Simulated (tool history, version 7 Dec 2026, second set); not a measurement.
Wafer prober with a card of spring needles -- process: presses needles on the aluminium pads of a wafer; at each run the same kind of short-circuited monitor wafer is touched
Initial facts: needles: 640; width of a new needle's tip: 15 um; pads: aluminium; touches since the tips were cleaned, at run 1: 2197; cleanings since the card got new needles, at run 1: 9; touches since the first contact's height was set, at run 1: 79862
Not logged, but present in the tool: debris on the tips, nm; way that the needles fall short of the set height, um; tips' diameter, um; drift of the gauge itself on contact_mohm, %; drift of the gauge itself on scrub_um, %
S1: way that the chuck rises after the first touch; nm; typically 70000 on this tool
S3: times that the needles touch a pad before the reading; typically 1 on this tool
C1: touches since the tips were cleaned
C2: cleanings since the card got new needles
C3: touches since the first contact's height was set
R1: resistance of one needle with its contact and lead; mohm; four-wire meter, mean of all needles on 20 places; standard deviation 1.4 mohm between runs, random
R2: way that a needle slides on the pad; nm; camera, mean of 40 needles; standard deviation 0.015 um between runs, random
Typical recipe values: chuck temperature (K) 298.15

run 1 hour=0.0 | S1=70000 chuck_temperature_(K)=298.15 S3=1 | C1=2197 C2=9 C3=79862 | R1=191 R2=16420
-- hour=15.5 tips cleaned on abrasive film
run 2 hour=15.5 | S1=70000 chuck_temperature_(K)=298.15 S3=1 | C1=0 C2=10 C3=85567 | R1=204 R2=16390
run 3 hour=31.8 | S1=70000 chuck_temperature_(K)=298.15 S3=1 | C1=6037 C2=10 C3=91604 | R1=202 R2=16380
-- hour=35.2 tips cleaned on abrasive film
run 4 hour=51.4 | S1=70000 chuck_temperature_(K)=298.15 S3=1 | C1=5999 C2=11 C3=98812 | R1=198 R2=16370
-- hour=56.9 tips cleaned on abrasive film
run 5 hour=73.5 | S1=70000 chuck_temperature_(K)=298.15 S3=1 | C1=6147 C2=12 C3=106951 | R1=201 R2=16330
-- hour=76.8 tips cleaned on abrasive film
-- hour=80.1 height of the first contact set anew
-- hour=97.9 tips cleaned on abrasive film
run 6 hour=107.1 | S1=70000 chuck_temperature_(K)=298.15 S3=1 | C1=3410 C2=14 C3=9956 | R1=194 R2=16630
-- hour=114.3 tips cleaned on abrasive film, once more
run 7 hour=133.6 | S1=70000 chuck_temperature_(K)=298.15 S3=1 | C1=7142 C2=15 C3=19733 | R1=198 R2=16580
-- hour=135.7 tips cleaned on abrasive film
run 8 hour=150.2 | S1=70000 chuck_temperature_(K)=298.15 S3=3 | C1=5375 C2=16 C3=25844 | R1=191 R2=16570
-- hour=157.6 tips cleaned on abrasive film
-- hour=178.1 tips cleaned on abrasive film
run 9 hour=186.6 | S1=70000 chuck_temperature_(K)=298.15 S3=1 | C1=3174 C2=18 C3=39262 | R1=197 R2=16530
-- hour=198.9 tips cleaned on abrasive film
run 10 hour=209.2 | S1=70000 chuck_temperature_(K)=298.15 S3=1 | C1=3810 C2=19 C3=47592 | R1=194 R2=16530
-- hour=221.1 tips cleaned on abrasive film
run 11 hour=238.3 | S1=70000 chuck_temperature_(K)=298.15 S3=1 | C1=6378 C2=20 C3=58324 | R1=199 R2=16480
-- hour=241.8 tips cleaned on abrasive film
run 12 hour=256.8 | S1=70000 chuck_temperature_(K)=298.15 S3=1 | C1=5554 C2=21 C3=65136 | R1=199 R2=16490
-- hour=263.5 tips cleaned on abrasive film
-- hour=285.2 tips cleaned on abrasive film
run 13 hour=285.2 | S1=70000 chuck_temperature_(K)=298.15 S3=1 | C1=0 C2=23 C3=75561 | R1=185 R2=16430
-- hour=307.0 tips cleaned on abrasive film
run 14 hour=315.6 | S1=70000 chuck_temperature_(K)=298.15 S3=1 | C1=3194 C2=24 C3=86791 | R1=195 R2=16380
-- hour=328.7 tips cleaned on abrasive film
run 15 hour=342.2 | S1=70000 chuck_temperature_(K)=328.15 S3=1 | C1=4985 C2=25 C3=96593 | R1=203 R2=16390
-- hour=349.5 tips cleaned on abrasive film
run 16 hour=360.8 | S1=70000 chuck_temperature_(K)=298.15 S3=2 | C1=4168 C2=26 C3=103430 | R1=193 R2=16390
-- hour=370.9 tips cleaned on abrasive film
-- hour=377.7 height of the first contact set anew
-- hour=392.1 tips cleaned on abrasive film
run 17 hour=395.2 | S1=70000 chuck_temperature_(K)=298.15 S3=2 | C1=1122 C2=28 C3=6443 | R1=188 R2=16590
-- hour=413.1 tips cleaned on abrasive film
run 18 hour=421.0 | S1=70000 chuck_temperature_(K)=316.15 S3=2 | C1=2920 C2=29 C3=15981 | R1=190 R2=16610
-- hour=435.3 tips cleaned on abrasive film
run 19 hour=443.8 | S1=73000 chuck_temperature_(K)=316.15 S3=2 | C1=3142 C2=30 C3=24375 | R1=192 R2=17270
-- hour=457.9 tips cleaned on abrasive film
run 20 hour=465.0 | S1=54000 chuck_temperature_(K)=298.15 S3=1 | C1=2634 C2=31 C3=32193 | R1=199 R2=12750
-- hour=478.2 tips cleaned on abrasive film
run 21 hour=496.0 | S1=54000 chuck_temperature_(K)=325.15 S3=1 | C1=6592 C2=32 C3=43645 | R1=213 R2=12730
-- hour=498.5 tips cleaned on abrasive film
-- hour=520.9 tips cleaned on abrasive film
run 22 hour=531.7 | S1=58000 chuck_temperature_(K)=306.15 S3=1 | C1=4008 C2=34 C3=56787 | R1=204 R2=13660
-- hour=540.8 tips cleaned on abrasive film
-- hour=560.7 tips cleaned on abrasive film
run 23 hour=566.2 | S1=86000 chuck_temperature_(K)=320.15 S3=3 | C1=2055 C2=36 C3=69491 | R1=191 R2=20220
-- hour=582.2 tips cleaned on abrasive film
run 24 hour=600.7 | S1=71000 chuck_temperature_(K)=305.15 S3=1 | C1=6844 C2=37 C3=82209 | R1=198 R2=16640
-- hour=603.5 tips cleaned on abrasive film
run 25 hour=619.9 | S1=54000 chuck_temperature_(K)=330.15 S3=2 | C1=6067 C2=38 C3=89285 | R1=208 R2=12590
-- hour=625.1 tips cleaned on abrasive film
-- hour=645.6 tips cleaned on abrasive film
run 26 hour=653.7 | S1=70000 chuck_temperature_(K)=362.15 S3=1 | C1=2991 C2=40 C3=101719 | R1=205 R2=16350
-- hour=667.8 tips cleaned on abrasive film
-- hour=673.6 height of the first contact set anew
run 27 hour=686.9 | S1=60000 chuck_temperature_(K)=370.15 S3=2 | C1=6969 C2=41 C3=4929 | R1=211 R2=14270
-- hour=690.4 tips cleaned on abrasive film
-- hour=710.4 tips cleaned on abrasive film
run 28 hour=714.3 | S1=60000 chuck_temperature_(K)=358.15 S3=3 | C1=1421 C2=43 C3=14999 | R1=202 R2=14220
-- hour=730.3 tips cleaned on abrasive film
run 29 hour=730.3 | S1=70000 chuck_temperature_(K)=324.15 S3=2 | C1=0 C2=44 C3=20873 | R1=193 R2=16560
-- hour=750.0 tips cleaned on abrasive film
run 30 hour=753.6 | S1=70000 chuck_temperature_(K)=324.15 S3=2 | C1=1314 C2=45 C3=29470 | R1=195 R2=16510
-- hour=770.1 tips cleaned on abrasive film
run 31 hour=787.9 | S1=76000 chuck_temperature_(K)=324.15 S3=2 | C1=6598 C2=46 C3=42149 | R1=198 R2=17940

4 options for the next run, each taken on its own from the tool as it stands now. Forecast them:
-- hour=791.1 tips cleaned on abrasive film
-- hour=812.7 tips cleaned on abrasive film
run A hour=818.6 | S1=88000 chuck_temperature_(K)=301.15 S3=2 | C1=2207 C2=48 C3=53451 | R1=? R2=?
-- hour=791.1 tips cleaned on abrasive film
-- hour=812.7 tips cleaned on abrasive film
run B hour=818.6 | S1=70000 chuck_temperature_(K)=298.15 S3=1 | C1=2207 C2=48 C3=53451 | R1=? R2=?
-- hour=791.1 tips cleaned on abrasive film
-- hour=812.7 tips cleaned on abrasive film
run C hour=818.6 | S1=80000 chuck_temperature_(K)=307.15 S3=3 | C1=2207 C2=48 C3=53451 | R1=? R2=?
-- hour=791.1 tips cleaned on abrasive film
-- hour=812.7 tips cleaned on abrasive film
run D hour=818.6 | S1=76000 chuck_temperature_(K)=324.15 S3=3 | C1=2207 C2=48 C3=53451 | R1=? R2=?

run=A R1=187 R2=20720
run=B R1=197 R2=16480
run=C R1=187 R2=18810
run=D R1=195 R2=17890
Take away the tool's hidden state, keep each run's random variation, and the runs would have read:
run=A R1=183 R2=20900
run=B R1=187 R2=16660
run=C R1=184 R2=19000
run=D R1=192 R2=18070
